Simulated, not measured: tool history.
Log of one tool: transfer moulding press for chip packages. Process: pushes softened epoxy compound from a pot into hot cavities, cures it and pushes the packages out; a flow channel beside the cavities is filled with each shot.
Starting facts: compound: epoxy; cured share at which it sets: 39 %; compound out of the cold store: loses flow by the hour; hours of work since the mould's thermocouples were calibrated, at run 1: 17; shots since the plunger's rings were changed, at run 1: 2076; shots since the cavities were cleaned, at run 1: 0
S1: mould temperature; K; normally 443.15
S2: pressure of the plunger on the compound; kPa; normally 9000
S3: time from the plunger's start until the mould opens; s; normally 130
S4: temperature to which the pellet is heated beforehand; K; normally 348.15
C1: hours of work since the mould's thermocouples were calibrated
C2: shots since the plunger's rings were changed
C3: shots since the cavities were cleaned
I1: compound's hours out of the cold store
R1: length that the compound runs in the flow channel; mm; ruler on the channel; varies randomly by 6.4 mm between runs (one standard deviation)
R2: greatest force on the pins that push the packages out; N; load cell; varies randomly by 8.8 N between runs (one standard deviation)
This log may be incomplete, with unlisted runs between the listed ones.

run,hour,S1,S2,S3,S4,C1,C2,C3,I1,R1,R2
1,0.0,443.15,9000,130,348.15,17,2076,0,8.2,859,397
2,8.8,443.15,9000,130,348.15,21,2139,63,26.0,784,427
3,22.4,443.15,9000,130,348.15,27,2237,161,43.2,707,448
4,34.1,443.15,9000,130,348.15,33,2321,245,20.7,789,500
5,42.8,443.15,9000,130,348.15,37,2384,308,35.6,739,518
6,50.5,449.15,9000,130,348.15,41,2439,363,41.0,695,498
# hour 60.9: cavities cleaned with cleaning compound and waxed
7,65.3,449.15,9000,130,348.15,47,2534,31,10.8,812,515
8,75.0,449.15,9000,130,348.15,51,2604,101,40.1,694,536
9,89.2,449.15,9000,130,348.15,58,2706,203,25.0,743,577
# hour 92.5: plunger's sealing rings changed
# hour 102.1: cavities cleaned with cleaning compound and waxed, once more
10,106.7,443.15,9000,130,348.15,65,91,33,31.9,789,382
11,119.8,443.15,9000,130,348.15,71,184,126,22.8,817,455
12,130.5,443.15,9000,130,348.15,76,262,204,29.9,782,492
13,139.9,443.15,9000,130,353.15,80,329,271,45.5,736,505
14,148.2,443.15,9590,130,348.15,84,389,331,10.7,909,540
15,157.8,441.15,8220,157,343.15,89,458,400,37.2,733,519
# hour 162.9: cavities cleaned with cleaning compound and waxed
16,167.5,441.15,8220,157,343.15,93,517,33,30.6,755,383
17,175.4,441.15,8220,157,343.15,96,573,89,45.9,697,420
18,189.7,438.15,8220,127,340.15,103,676,192,22.2,798,654
19,204.1,449.15,9000,142,348.15,110,779,295,40.6,722,476
20,218.7,442.15,7940,158,352.15,117,884,400,16.2,790,511
# hour 223.3: cavities cleaned with cleaning compound and waxed
21,230.6,439.15,7480,135,351.15,122,959,53,42.4,687,473
22,245.2,443.15,8120,130,353.15,129,1063,157,31.7,728,472
23,253.8,449.15,8120,130,340.15,133,1125,219,45.8,658,441
24,263.4,435.15,9610,142,348.15,137,1194,288,26.8,854,662
25,277.6,446.15,7660,130,343.15,144,1296,390,18.2,750,514
# hour 284.1: cavities cleaned with cleaning compound and waxed
26,292.7,443.15,10610,130,348.15,150,1394,63,20.0,887,426
27,299.4,444.15,9000,131,348.15,154,1442,111,19.9,805,441
28,307.8,443.15,9000,130,344.15,158,1502,171,34.5,753,472

5 options for the next run, each taken on its own from the tool as it stands now. Forecast them:
A,317.4,443.15,7590,112,355.15,162,1571,240,42.4,?,?
B,317.4,443.15,8320,145,349.15,162,1571,240,22.6,?,?
C,317.4,443.15,9000,130,342.15,162,1571,240,43.4,?,?
D,317.4,443.15,9000,130,338.15,162,1571,240,11.9,?,?
E,317.4,446.15,9000,130,348.15,162,1571,240,43.1,?,?

run,R1,R2
A,660,564
B,777,474
C,724,495
D,846,525
E,713,448
What these runs would have given with no unlogged condition in the tool:
run,R1,R2
A,683,444
B,804,371
C,749,390
D,875,412
E,738,349
